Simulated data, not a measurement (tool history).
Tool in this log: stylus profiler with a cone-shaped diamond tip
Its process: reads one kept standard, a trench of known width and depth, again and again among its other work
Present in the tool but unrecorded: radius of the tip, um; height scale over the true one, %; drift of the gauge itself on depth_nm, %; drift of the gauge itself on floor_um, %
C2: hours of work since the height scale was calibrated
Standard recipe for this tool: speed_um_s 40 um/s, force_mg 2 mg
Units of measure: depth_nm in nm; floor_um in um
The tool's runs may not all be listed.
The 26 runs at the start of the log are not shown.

{"run": 27, "hour": 1254.1, "speed_um_s": 22, "force_mg": 3.23, "scans with this tip": 20108, "C2": 425, "depth_nm": 506.83, "floor_um": 92.61}
{"run": 28, "hour": 1319.4, "speed_um_s": 22, "force_mg": 3.23, "scans with this tip": 20656, "C2": 465, "depth_nm": 506.75, "floor_um": 92.49}
{"run": 29, "hour": 1348.4, "speed_um_s": 126, "force_mg": 4.06, "scans with this tip": 20899, "C2": 483, "depth_nm": 507.98, "floor_um": 91.88}
{"run": 30, "hour": 1416.4, "speed_um_s": 40, "force_mg": 4.96, "scans with this tip": 21469, "C2": 524, "depth_nm": 508.97, "floor_um": 92.35}
{"run": 31, "hour": 1472.3, "speed_um_s": 43, "force_mg": 1.35, "scans with this tip": 21938, "C2": 558, "depth_nm": 504.97, "floor_um": 92.16}
{"run": 32, "hour": 1528.5, "speed_um_s": 12, "force_mg": 1.53, "scans with this tip": 22409, "C2": 592, "depth_nm": 504.91, "floor_um": 92.31}
{"run": 33, "hour": 1584.2, "speed_um_s": 131, "force_mg": 2.86, "scans with this tip": 22877, "C2": 626, "depth_nm": 507.07, "floor_um": 91.63}
{"hour": 1598.6, "done": "new tip fitted, height scale calibrated"}
{"run": 34, "hour": 1615.8, "speed_um_s": 131, "force_mg": 2.86, "scans with this tip": 143, "C2": 10, "depth_nm": 505.21, "floor_um": 94.91}
{"run": 35, "hour": 1661.9, "speed_um_s": 131, "force_mg": 2.86, "scans with this tip": 530, "C2": 39, "depth_nm": 505.06, "floor_um": 94.85}
{"run": 36, "hour": 1714.9, "speed_um_s": 62, "force_mg": 2.86, "scans with this tip": 975, "C2": 71, "depth_nm": 505.37, "floor_um": 95.14}
{"run": 37, "hour": 1746.9, "speed_um_s": 62, "force_mg": 2.86, "scans with this tip": 1243, "C2": 90, "depth_nm": 505.12, "floor_um": 95.04}
{"run": 38, "hour": 1779.4, "speed_um_s": 13, "force_mg": 1.12, "scans with this tip": 1515, "C2": 110, "depth_nm": 502.66, "floor_um": 95.26}
{"run": 39, "hour": 1826.2, "speed_um_s": 42, "force_mg": 1.31, "scans with this tip": 1908, "C2": 139, "depth_nm": 503.06, "floor_um": 94.99}
{"run": 40, "hour": 1858.4, "speed_um_s": 65, "force_mg": 1.47, "scans with this tip": 2178, "C2": 158, "depth_nm": 503.41, "floor_um": 94.77}
{"run": 41, "hour": 1899.9, "speed_um_s": 14, "force_mg": 0.77, "scans with this tip": 2526, "C2": 183, "depth_nm": 502.36, "floor_um": 95.06}
{"run": 42, "hour": 1961.4, "speed_um_s": 128, "force_mg": 1.25, "scans with this tip": 3042, "C2": 221, "depth_nm": 503.33, "floor_um": 93.97}
{"run": 43, "hour": 2010.9, "speed_um_s": 22, "force_mg": 3.65, "scans with this tip": 3456, "C2": 251, "depth_nm": 506.83, "floor_um": 94.93}
{"run": 44, "hour": 2075.1, "speed_um_s": 55, "force_mg": 3.3, "scans with this tip": 3995, "C2": 290, "depth_nm": 506.35, "floor_um": 94.65}
{"run": 45, "hour": 2130.7, "speed_um_s": 55, "force_mg": 3.3, "scans with this tip": 4461, "C2": 324, "depth_nm": 506.35, "floor_um": 94.56}
{"run": 46, "hour": 2163.0, "speed_um_s": 44, "force_mg": 0.98, "scans with this tip": 4732, "C2": 344, "depth_nm": 503.23, "floor_um": 94.38}

Forecast each of these 3 alternatives for the next run:
{"run": "A", "hour": 2204.2, "speed_um_s": 39, "force_mg": 0.73, "scans with this tip": 5078, "C2": 369, "depth_nm": "?", "floor_um": "?"}
{"run": "B", "hour": 2204.2, "speed_um_s": 48, "force_mg": 5.35, "scans with this tip": 5078, "C2": 369, "depth_nm": "?", "floor_um": "?"}
{"run": "C", "hour": 2204.2, "speed_um_s": 27, "force_mg": 3.86, "scans with this tip": 5078, "C2": 369, "depth_nm": "?", "floor_um": "?"}

run=A depth_nm=502.41 floor_um=94.36
run=B depth_nm=508.4 floor_um=94.58
run=C depth_nm=506.9 floor_um=94.66
Take away the tool's hidden state, keep each run's random variation, and the runs would have read:
run=A depth_nm=501.84 floor_um=95.21
run=B depth_nm=507.82 floor_um=95.43
run=C depth_nm=506.33 floor_um=95.51

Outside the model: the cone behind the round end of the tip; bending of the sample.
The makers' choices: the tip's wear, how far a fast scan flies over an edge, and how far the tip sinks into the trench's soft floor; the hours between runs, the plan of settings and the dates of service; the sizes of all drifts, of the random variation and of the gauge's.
